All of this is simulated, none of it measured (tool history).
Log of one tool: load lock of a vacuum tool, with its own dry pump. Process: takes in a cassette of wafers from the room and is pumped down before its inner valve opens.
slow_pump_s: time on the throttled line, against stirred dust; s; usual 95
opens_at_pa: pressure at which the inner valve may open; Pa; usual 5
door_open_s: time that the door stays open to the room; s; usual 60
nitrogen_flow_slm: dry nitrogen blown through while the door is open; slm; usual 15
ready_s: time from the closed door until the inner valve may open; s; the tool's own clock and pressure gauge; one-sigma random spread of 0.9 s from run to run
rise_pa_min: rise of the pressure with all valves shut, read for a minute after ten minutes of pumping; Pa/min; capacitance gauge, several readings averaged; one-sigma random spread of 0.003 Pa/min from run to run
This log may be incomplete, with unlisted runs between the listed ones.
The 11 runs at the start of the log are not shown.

run	day	slow_pump_s	opens_at_pa	door_open_s	nitrogen_flow_slm	incoming humidity of the room's air, %	ready_s	rise_pa_min
12	170.096	98	5	60	15	44.5	208.8	0.104
13	182.538	95	6	60	15	42.1	205.1	0.116
14	200.021	95	6	60	15	47.0	205.4	0.132
15	218.000	95	6	60	15	46.4	206.2	0.156
16	233.496	95	6	60	15	45.5	206.1	0.164
# day 244.183: door's seal changed, seat wiped
17	248.671	95	5	60	15	42.8	207.8	0.012
18	264.767	95	5	60	15	40.4	207.5	0.021
19	279.808	95	5	60	15	45.2	209.5	0.023
20	294.700	76	5	60	19	43.8	193.3	0.022
21	310.504	95	6	60	15	47.1	207.2	0.036
22	327.729	95	5	60	37	43.9	210.7	0.041
23	337.638	78	5	60	9	44.9	197.0	0.052
# day 352.408: dry pump taken out, an overhauled one fitted
24	356.104	119	9	172	6	43.7	211.1	0.074
25	364.004	119	9	172	6	47.1	209.7	0.082
26	374.604	97	5	62	19	44.7	199.8	0.074
27	387.850	97	9	62	5	45.7	190.5	0.091
28	404.471	97	9	62	5	43.4	192.0	0.100
29	414.508	95	5	60	7	46.4	197.3	0.110
30	431.254	95	5	29	15	44.1	197.5	0.118
31	448.654	95	4	70	15	44.5	200.4	0.130
32	463.112	55	6	29	19	46.7	162.8	0.134
33	476.967	128	6	29	19	41.3	223.3	0.163
# day 489.000: door's seal changed, seat wiped
34	492.362	128	6	35	37	46.0	226.2	0.012
35	500.879	128	6	35	37	43.6	225.2	0.011
36	512.621	128	8	37	19	47.5	221.1	0.020

Below are 3 alternative next runs, each starting from the tool's condition after run 36. Predict each:
A	526.117	103	5	31	19	47.9	?	?
B	526.117	95	5	52	15	45.7	?	?
C	526.117	95	10	60	31	47.1	?	?

run	ready_s	rise_pa_min
A	208.4	0.022
B	199.7	0.025
C	191.2	0.022
The same runs, with their run-to-run variation unchanged, on a tool lacking any hidden condition would have given:
run	ready_s	rise_pa_min
A	206.1	0.012
B	197.4	0.015
C	189.1	0.011
